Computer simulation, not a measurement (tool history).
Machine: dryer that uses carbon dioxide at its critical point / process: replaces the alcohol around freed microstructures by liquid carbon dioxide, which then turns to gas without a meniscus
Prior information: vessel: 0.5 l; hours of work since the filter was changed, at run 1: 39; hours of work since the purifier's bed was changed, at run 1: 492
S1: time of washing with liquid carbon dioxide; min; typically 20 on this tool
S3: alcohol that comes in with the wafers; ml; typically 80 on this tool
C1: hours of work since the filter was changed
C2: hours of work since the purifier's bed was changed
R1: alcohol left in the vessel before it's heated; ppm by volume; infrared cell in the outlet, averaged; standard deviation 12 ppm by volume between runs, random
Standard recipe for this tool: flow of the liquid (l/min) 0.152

run 1 hour=0.0 | S1=20 flow_of_the_liquid_(l/min)=0.152 S3=80 | C1=39 C2=492 | R1=1001
run 2 hour=32.4 | S1=20 flow_of_the_liquid_(l/min)=0.152 S3=80 | C1=55 C2=509 | R1=1055
run 3 hour=60.9 | S1=20 flow_of_the_liquid_(l/min)=0.152 S3=80 | C1=70 C2=523 | R1=1132
run 4 hour=108.0 | S1=20 flow_of_the_liquid_(l/min)=0.152 S3=80 | C1=94 C2=547 | R1=1230
run 5 hour=133.2 | S1=23 flow_of_the_liquid_(l/min)=0.152 S3=80 | C1=106 C2=560 | R1=619
run 6 hour=155.1 | S1=20 flow_of_the_liquid_(l/min)=0.152 S3=80 | C1=118 C2=571 | R1=1312
run 7 hour=196.4 | S1=20 flow_of_the_liquid_(l/min)=0.152 S3=80 | C1=139 C2=592 | R1=1443
run 8 hour=245.6 | S1=20 flow_of_the_liquid_(l/min)=0.152 S3=80 | C1=164 C2=617 | R1=1510
run 9 hour=285.8 | S1=30 flow_of_the_liquid_(l/min)=0.152 S3=80 | C1=184 C2=637 | R1=265
run 10 hour=306.8 | S1=20 flow_of_the_liquid_(l/min)=0.152 S3=80 | C1=195 C2=648 | R1=1768
run 11 hour=336.7 | S1=20 flow_of_the_liquid_(l/min)=0.152 S3=80 | C1=210 C2=663 | R1=1824
run 12 hour=364.4 | S1=20 flow_of_the_liquid_(l/min)=0.152 S3=80 | C1=224 C2=677 | R1=1977
-- hour=369.6 inlet filter changed
run 13 hour=387.8 | S1=20 flow_of_the_liquid_(l/min)=0.152 S3=80 | C1=9 C2=689 | R1=896
run 14 hour=428.2 | S1=20 flow_of_the_liquid_(l/min)=0.152 S3=80 | C1=30 C2=709 | R1=950
run 15 hour=452.1 | S1=14 flow_of_the_liquid_(l/min)=0.152 S3=80 | C1=42 C2=721 | R1=4336
run 16 hour=484.7 | S1=14 flow_of_the_liquid_(l/min)=0.175 S3=29 | C1=58 C2=738 | R1=1024
run 17 hour=527.9 | S1=14 flow_of_the_liquid_(l/min)=0.093 S3=39 | C1=80 C2=760 | R1=9475
run 18 hour=571.6 | S1=15 flow_of_the_liquid_(l/min)=0.142 S3=39 | C1=103 C2=782 | R1=2561
run 19 hour=611.6 | S1=18 flow_of_the_liquid_(l/min)=0.144 S3=25 | C1=123 C2=802 | R1=887
run 20 hour=642.7 | S1=18 flow_of_the_liquid_(l/min)=0.144 S3=25 | C1=139 C2=818 | R1=919
run 21 hour=674.7 | S1=18 flow_of_the_liquid_(l/min)=0.144 S3=25 | C1=155 C2=834 | R1=987
run 22 hour=722.2 | S1=20 flow_of_the_liquid_(l/min)=0.152 S3=53 | C1=179 C2=858 | R1=1104
run 23 hour=752.0 | S1=20 flow_of_the_liquid_(l/min)=0.094 S3=55 | C1=194 C2=874 | R1=6766
run 24 hour=772.6 | S1=20 flow_of_the_liquid_(l/min)=0.100 S3=80 | C1=205 C2=884 | R1=8166
-- hour=813.8 inlet filter changed
run 25 hour=815.4 | S1=13 flow_of_the_liquid_(l/min)=0.152 S3=107 | C1=1 C2=905 | R1=6942
run 26 hour=849.5 | S1=13 flow_of_the_liquid_(l/min)=0.152 S3=107 | C1=18 C2=923 | R1=7178
run 27 hour=872.6 | S1=20 flow_of_the_liquid_(l/min)=0.112 S3=80 | C1=30 C2=934 | R1=3633
run 28 hour=895.7 | S1=20 flow_of_the_liquid_(l/min)=0.112 S3=80 | C1=42 C2=946 | R1=3684
run 29 hour=922.7 | S1=20 flow_of_the_liquid_(l/min)=0.112 S3=80 | C1=55 C2=960 | R1=3998

For each entry between runs, how does the tool's hidden state at the last listed run before it compare with that at the first listed run after it?
Runs 12 to 13: inlet filter changed (hour 369.6)
  flow that reaches the vessel past the clogged filter, %: 83.5 -> 99.2; alcohol in the recycled carbon dioxide, ppm: 102.9 -> 104.6
  the result without the hidden state subtracted from the measured one, R1: +1204 -> +134 ppm by volume
Runs 24 to 25: inlet filter changed (hour 813.8)
  flow that reaches the vessel past the clogged filter, %: 85.6 -> 99.3; alcohol in the recycled carbon dioxide, ppm: 135 -> 138.2
  the result without the hidden state subtracted from the measured one, R1: +3294 -> +294 ppm by volume
